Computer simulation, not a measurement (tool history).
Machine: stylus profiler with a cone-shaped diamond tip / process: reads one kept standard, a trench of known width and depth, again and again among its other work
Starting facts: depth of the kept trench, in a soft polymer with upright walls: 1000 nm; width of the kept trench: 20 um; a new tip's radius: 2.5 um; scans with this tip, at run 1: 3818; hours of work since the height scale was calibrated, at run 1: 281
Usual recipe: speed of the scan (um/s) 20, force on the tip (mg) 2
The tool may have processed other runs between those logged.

run,day,speed of the scan (um/s),force on the tip (mg),scans with this tip,hours of work since the height scale was calibrated,depth of the trench (angstrom),width of the trench's floor (um)
1,0,20,2,3818,281,10117.4,15.29
2,0.462,26,2,3909,288,10118.6,15.34
3,1.133,20,2,4042,297,10118.9,15.22
4,1.646,20,2,4143,305,10122.2,15.33
5,2.154,20,2,4244,312,10122,15.27
6,2.758,20,2,4363,321,10115.5,15.25
7,3.408,20,2,4492,330,10113.9,15.22
8,4.138,20,2,4636,341,10122.1,15.27
9,4.538,20,2,4715,347,10118.9,15.27
10,5.117,64,4.95,4830,355,10218.7,15.14
11,5.538,23,2.9,4913,361,10154,15.23
12,6.083,38,1.27,5021,369,10086.2,15.11
13,6.479,72,1.27,5099,375,10089.5,15.02
14,6.796,27,2.02,5162,380,10118.6,15.14
15,7.112,60,2.85,5224,384,10148.3,15.05
16,7.467,20,0.8,5294,389,10067,15.14
17,7.917,20,3.6,5384,396,10178.4,15.17
18,8.471,20,3.6,5494,404,10179.5,15.11

Forecast each of these 5 alternatives for the next run:
A,8.925,62,3.94,5583,411,?,?
B,8.925,41,0.94,5583,411,?,?
C,8.925,36,1.01,5583,411,?,?
D,8.925,5,5.61,5583,411,?,?
E,8.925,57,1.15,5583,411,?,?

run,depth of the trench (angstrom),width of the trench's floor (um)
A,10189,15.06
B,10074.2,15.05
C,10077.1,14.98
D,10238.4,15.18
E,10085.2,15.02
The same runs, with their run-to-run variation unchanged, on a tool lacking any hidden condition would have given:
run,depth of the trench (angstrom),width of the trench's floor (um)
A,10188.6,15.9
B,10073.8,15.89
C,10076.6,15.82
D,10238,16.02
E,10084.8,15.86

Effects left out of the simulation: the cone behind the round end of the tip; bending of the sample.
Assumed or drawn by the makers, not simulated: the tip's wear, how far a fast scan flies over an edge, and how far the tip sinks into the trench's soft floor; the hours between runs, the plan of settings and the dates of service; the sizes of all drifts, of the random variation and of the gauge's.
